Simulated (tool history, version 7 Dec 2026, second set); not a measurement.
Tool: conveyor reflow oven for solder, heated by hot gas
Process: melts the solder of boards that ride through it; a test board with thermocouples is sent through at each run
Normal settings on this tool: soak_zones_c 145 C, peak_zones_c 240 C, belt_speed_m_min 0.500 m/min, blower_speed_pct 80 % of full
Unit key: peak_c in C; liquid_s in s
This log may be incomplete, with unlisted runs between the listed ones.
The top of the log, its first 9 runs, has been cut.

run,hour,soak_zones_c,peak_zones_c,belt_speed_m_min,blower_speed_pct,hours of work since the flux was cleaned out,hours of work since the belt drive was overhauled,hours of work since the thermocouples were changed,peak_c,liquid_s
10,498.4,133,240,0.500,80,450,351,827,225.89,68.48
11,554.0,145,240,0.500,80,473,374,850,227.62,73.88
# hour 563.4: flux residue cleaned out of gas plates and filters
12,601.8,145,240,0.500,71,16,391,868,227.83,74.12
13,659.6,145,240,0.536,80,40,415,891,227.92,69.14
14,720.9,155,240,0.500,80,65,441,917,231.15,80.21
15,762.6,155,240,0.500,80,82,458,934,231.04,80.24
16,821.5,153,246,0.500,71,106,482,958,234.17,80.92
17,883.8,153,246,0.500,71,132,508,984,233.94,81.02
18,963.2,138,243,0.410,60,165,540,1017,231.95,90.79
19,1015.4,157,241,0.572,67,186,562,1038,225.06,67.77
20,1053.1,157,231,0.516,67,202,577,1054,219.64,72.02
21,1121.5,157,232,0.469,67,230,606,1082,222.79,81.75
# hour 1178.6: thermocouples of zones 6 and 7 changed
22,1183.3,140,249,0.453,72,255,630,2,236.10,85.21
23,1237.0,145,245,0.462,55,277,652,24,227.71,80.39
24,1275.0,157,245,0.465,55,293,668,40,229.54,86.91
25,1312.0,151,231,0.500,80,308,683,55,220.32,72.44
26,1388.8,134,231,0.500,80,339,715,87,217.89,63.58
27,1422.7,137,244,0.569,86,353,729,101,227.01,62.17
28,1478.6,130,236,0.408,89,376,752,124,228.70,87.26
# hour 1511.0: belt drive overhauled, speed set with a stopwatch
29,1545.6,145,240,0.472,89,402,14,150,230.05,79.69
30,1586.5,145,240,0.472,89,419,31,167,230.03,79.44

Each row is a separate what-if for the run after 30, all from the same tool condition, not one after another. Results?
A,1643.0,145,240,0.472,64,443,54,190,?,?
B,1643.0,137,248,0.531,89,443,54,190,?,?
C,1643.0,145,234,0.515,87,443,54,190,?,?

run,peak_c,liquid_s
A,224.44,75.68
B,232.67,69.24
C,221.84,68.17
Without the tool's hidden state the same runs would have given:
run,peak_c,liquid_s
A,225.79,76.70
B,234.81,70.29
C,223.42,69.46
